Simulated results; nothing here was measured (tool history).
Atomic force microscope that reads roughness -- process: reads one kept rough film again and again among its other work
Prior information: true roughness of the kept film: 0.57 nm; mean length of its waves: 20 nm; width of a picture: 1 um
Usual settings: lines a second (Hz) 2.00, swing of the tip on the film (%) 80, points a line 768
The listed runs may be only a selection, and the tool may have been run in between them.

run,hour,lines a second (Hz),swing of the tip on the film (%),points a line,roughness of the kept film (nm (root mean square))
1,0.0,2.00,80,768,0.462
2,7.2,2.00,80,933,0.468
3,13.4,2.00,80,768,0.461
4,21.5,2.00,80,768,0.463
5,31.0,2.00,80,768,0.461
6,40.0,2.00,80,768,0.450
7,52.8,2.00,80,768,0.450
# hour 56.1: new tip fitted
8,60.2,2.00,80,768,0.469
9,73.3,2.00,80,768,0.460
10,80.7,1.70,80,768,0.472
11,91.7,1.70,80,768,0.472
# hour 93.4: height scale calibrated on a step standard
12,104.9,1.70,80,768,0.459
13,112.6,0.97,80,768,0.488
# hour 114.5: new tip fitted
14,120.1,1.04,58,624,0.539
15,133.2,1.04,58,624,0.531
16,139.2,1.11,84,517,0.478
# hour 148.3: height scale calibrated on a step standard, once more
17,148.9,2.66,80,768,0.433
18,159.6,2.92,80,816,0.421
19,170.8,0.52,62,828,0.524
# hour 172.3: new tip fitted
20,179.5,1.25,63,768,0.519
21,193.5,2.77,73,403,0.459

Consider 5 possible next runs. They are alternatives, not a sequence: every one starts from the tool as it was left by run 21. What does each give?
A,207.4,0.68,86,903,?
B,207.4,0.59,71,532,?
C,207.4,0.72,82,768,?
D,207.4,0.83,64,651,?
E,207.4,2.00,80,729,?

run,roughness of the kept film (nm (root mean square))
A,0.500
B,0.519
C,0.498
D,0.524
E,0.459
Stripped of hidden state, with their random variation kept, the same runs would have yielded:
run,roughness of the kept film (nm (root mean square))
A,0.512
B,0.532
C,0.510
D,0.536
E,0.470
